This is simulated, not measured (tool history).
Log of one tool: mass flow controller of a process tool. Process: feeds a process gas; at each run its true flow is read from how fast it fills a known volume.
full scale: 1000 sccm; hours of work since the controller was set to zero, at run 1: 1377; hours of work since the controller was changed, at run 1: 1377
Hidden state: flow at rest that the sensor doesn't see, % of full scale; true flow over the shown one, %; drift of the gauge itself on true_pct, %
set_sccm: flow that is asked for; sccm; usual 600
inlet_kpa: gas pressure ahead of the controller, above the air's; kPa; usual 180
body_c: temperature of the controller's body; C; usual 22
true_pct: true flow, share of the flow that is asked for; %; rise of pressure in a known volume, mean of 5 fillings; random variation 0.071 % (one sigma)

run	hour	set_sccm	inlet_kpa	body_c	hours of work since the controller was set to zero	hours of work since the controller was changed	true_pct
1	0	600	180	22	1377	1377	99.51
2	63.4	600	180	22	1402	1402	99.62
3	152.4	600	180	22	1436	1436	99.71
4	199.7	600	180	22	1455	1455	99.77
5	288.7	600	180	22	1489	1489	99.83
6	366.4	815	180	22	1520	1520	99.88
7	441.3	600	172	22	1549	1549	99.92
8	523.4	600	180	22	1581	1581	99.94
9	606.4	600	180	22	1613	1613	100
10	693.1	600	180	22	1647	1647	100.09
11	755.2	600	180	22	1671	1671	100.11
12	819.9	600	180	22	1696	1696	100.08
13	861.5	600	180	22	1712	1712	100.04
14	931.7	600	180	22	1739	1739	100.1
15	1016.6	600	141	22	1772	1772	100.39
16	1083.3	600	141	22	1798	1798	100.35
17	1142.6	600	141	22	1821	1821	100.44
18	1183.4	600	141	22	1837	1837	100.43
19	1221.3	353	141	22	1852	1852	100.32
20	1299.7	353	141	22	1883	1883	100.39
21	1364.6	353	141	22	1908	1908	100.46
22	1417.1	281	180	25	1928	1928	100.63
23	1504.8	600	195	22	1962	1962	100.42
24	1591.7	102	195	32	1996	1996	101.4
25	1647.1	102	195	32	2018	2018	101.45
26	1694.7	380	157	32	2036	2036	101.69
27	1753.6	380	157	32	2059	2059	101.78
28	1828.7	600	180	25	2088	2088	101.11
29	1873.7	498	197	36	2106	2106	102.19
30	1922.8	123	180	29	2125	2125	101.31
31	2004	257	190	26	2156	2156	101.14
32	2068.3	257	190	24	2182	2182	100.94
33	2137	691	180	37	2208	2208	102.67
34	2214.8	600	166	29	2238	2238	101.71
35	2282.3	199	148	39	2265	2265	102.85
36	2357.3	182	211	22	2294	2294	100.82
# hour 2390.9: gauge calibrated
37	2419.2	182	211	22	2318	2318	99.3
38	2472.7	182	211	22	2339	2339	99.24
39	2528.3	182	211	22	2360	2360	99.33
40	2567.6	600	280	36	2376	2376	100.87
41	2616.5	744	221	38	2395	2395	101.49
42	2700.6	825	180	32	2427	2427	100.91

Hidden state or all else? Some run-to-run changes of true_pct, split into what the settings, what came in and random variation would give without the hidden state, and what is left for the hidden state (with any gauge scatter that isn't in both results):
Run 2 -> 3: no setting changed, nothing entered. true_pct +0.09 %: hidden state +0.06, all else +0.03.
Run 32 -> 33: set_sccm 257 -> 691, inlet_kpa 190 -> 180, body_c 24 -> 37. true_pct +1.73 %: hidden state +0.08, all else +1.65.
Run 35 -> 36: set_sccm 199 -> 182, inlet_kpa 148 -> 211, body_c 39 -> 22. true_pct -2.03 %: hidden state +0.02, all else -2.05.
Run 36 -> 37: gauge calibrated. true_pct -1.52 %: hidden state -1.54, all else +0.02.
Run 39 -> 40: set_sccm 182 -> 600, inlet_kpa 211 -> 280, body_c 22 -> 36. true_pct +1.54 %: hidden state +0.03, all else +1.51.
